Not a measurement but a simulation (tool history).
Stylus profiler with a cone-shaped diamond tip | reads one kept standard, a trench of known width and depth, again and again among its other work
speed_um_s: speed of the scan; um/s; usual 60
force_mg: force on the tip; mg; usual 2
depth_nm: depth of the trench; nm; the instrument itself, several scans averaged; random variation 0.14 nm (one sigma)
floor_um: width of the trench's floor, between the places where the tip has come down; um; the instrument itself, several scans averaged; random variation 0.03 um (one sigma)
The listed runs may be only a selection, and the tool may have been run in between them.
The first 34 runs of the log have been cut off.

run 35 day=84.017 | speed_um_s=203 force_mg=2 | depth_nm=507.15 floor_um=96.78
run 36 day=86.867 | speed_um_s=203 force_mg=2 | depth_nm=507.24 floor_um=96.83
run 37 day=88.767 | speed_um_s=23 force_mg=1.84 | depth_nm=506.65 floor_um=97.27
run 38 day=90.254 | speed_um_s=55 force_mg=5.27 | depth_nm=513.48 floor_um=97.25
run 39 day=91.762 | speed_um_s=163 force_mg=1.63 | depth_nm=506.1 floor_um=96.89
run 40 day=94.496 | speed_um_s=30 force_mg=3.14 | depth_nm=509.4 floor_um=97.22
run 41 day=96.875 | speed_um_s=30 force_mg=1.87 | depth_nm=506.74 floor_um=97.26
run 42 day=98.675 | speed_um_s=30 force_mg=2.05 | depth_nm=507.17 floor_um=97.23
run 43 day=100.346 | speed_um_s=15 force_mg=0.79 | depth_nm=503.78 floor_um=97.28
run 44 day=103.221 | speed_um_s=185 force_mg=3.44 | depth_nm=510.07 floor_um=97
run 45 day=105.042 | speed_um_s=185 force_mg=3.44 | depth_nm=510.06 floor_um=96.95
run 46 day=108.254 | speed_um_s=56 force_mg=0.8 | depth_nm=503.73 floor_um=97.11

Predict each of these 5 candidate next runs independently; none follows another, all start after run 46:
run A day=109.892 | speed_um_s=225 force_mg=0.89 | depth_nm=? floor_um=?
run B day=109.892 | speed_um_s=15 force_mg=1.73 | depth_nm=? floor_um=?
run C day=109.892 | speed_um_s=119 force_mg=1.29 | depth_nm=? floor_um=?
run D day=109.892 | speed_um_s=104 force_mg=0.76 | depth_nm=? floor_um=?
run E day=109.892 | speed_um_s=237 force_mg=2.43 | depth_nm=? floor_um=?

run=A depth_nm=504.01 floor_um=96.49
run=B depth_nm=506.24 floor_um=97.32
run=C depth_nm=505.47 floor_um=96.94
run=D depth_nm=503.76 floor_um=96.94
run=E depth_nm=507.77 floor_um=96.75
With no hidden state in the tool, these same runs would have given:
run=A depth_nm=503.94 floor_um=96.52
run=B depth_nm=506.17 floor_um=97.35
run=C depth_nm=505.39 floor_um=96.97
run=D depth_nm=503.68 floor_um=96.97
run=E depth_nm=507.7 floor_um=96.78
